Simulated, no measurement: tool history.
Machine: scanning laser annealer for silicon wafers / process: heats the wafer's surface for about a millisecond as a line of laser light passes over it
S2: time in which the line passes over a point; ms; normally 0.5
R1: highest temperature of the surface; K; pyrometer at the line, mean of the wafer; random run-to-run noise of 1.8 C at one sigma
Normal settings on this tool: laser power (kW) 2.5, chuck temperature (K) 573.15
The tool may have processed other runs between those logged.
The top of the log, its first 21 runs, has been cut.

{"run": 22, "hour": 159.1, "laser power (kW)": 2.283, "S2": 0.357, "chuck temperature (K)": 608.15, "R1": 1168.15}
{"run": 23, "hour": 163.9, "laser power (kW)": 2.477, "S2": 0.5, "chuck temperature (K)": 545.15, "R1": 1260.15}
{"run": 24, "hour": 171.3, "laser power (kW)": 2.639, "S2": 0.499, "chuck temperature (K)": 545.15, "R1": 1303.15}
{"run": 25, "hour": 177.8, "laser power (kW)": 2.364, "S2": 0.5, "chuck temperature (K)": 609.15, "R1": 1292.15}
{"run": 26, "hour": 183.2, "laser power (kW)": 2.364, "S2": 0.5, "chuck temperature (K)": 609.15, "R1": 1292.15}
{"run": 27, "hour": 190.7, "laser power (kW)": 2.5, "S2": 0.418, "chuck temperature (K)": 573.15, "R1": 1234.15}
{"run": 28, "hour": 199.6, "laser power (kW)": 2.662, "S2": 0.46, "chuck temperature (K)": 600.15, "R1": 1334.15}
{"run": 29, "hour": 205.5, "laser power (kW)": 2.227, "S2": 0.5, "chuck temperature (K)": 604.15, "R1": 1247.15}
{"run": 30, "hour": 211.4, "laser power (kW)": 2.721, "S2": 0.36, "chuck temperature (K)": 544.15, "R1": 1208.15}
{"run": 31, "hour": 217.4, "laser power (kW)": 2.682, "S2": 0.36, "chuck temperature (K)": 557.15, "R1": 1213.15}
{"run": 32, "hour": 225.7, "laser power (kW)": 2.442, "S2": 0.571, "chuck temperature (K)": 597.15, "R1": 1346.15}
{"run": 33, "hour": 235.7, "laser power (kW)": 2.682, "S2": 0.591, "chuck temperature (K)": 597.15, "R1": 1435.15}
{"run": 34, "hour": 246.1, "laser power (kW)": 2.33, "S2": 0.476, "chuck temperature (K)": 553.15, "R1": 1211.15}
{"run": 35, "hour": 255.4, "laser power (kW)": 2.4, "S2": 0.488, "chuck temperature (K)": 610.15, "R1": 1293.15}
{"run": 36, "hour": 263.2, "laser power (kW)": 2.4, "S2": 0.599, "chuck temperature (K)": 544.15, "R1": 1301.15}
{"run": 37, "hour": 272.3, "laser power (kW)": 2.232, "S2": 0.415, "chuck temperature (K)": 544.15, "R1": 1136.15}

3 ways to go on from here, each from the tool as it stands after run 37. What would each give?
{"run": "A", "hour": 280.8, "laser power (kW)": 2.5, "S2": 0.364, "chuck temperature (K)": 536.15, "R1": "?"}
{"run": "B", "hour": 280.8, "laser power (kW)": 2.139, "S2": 0.415, "chuck temperature (K)": 573.15, "R1": "?"}
{"run": "C", "hour": 280.8, "laser power (kW)": 2.232, "S2": 0.372, "chuck temperature (K)": 594.15, "R1": "?"}

run=A R1=1150.15
run=B R1=1135.15
run=C R1=1147.15
Without the tool's unlogged condition, the same runs would have read:
run=A R1=1159.15
run=B R1=1143.15
run=C R1=1155.15
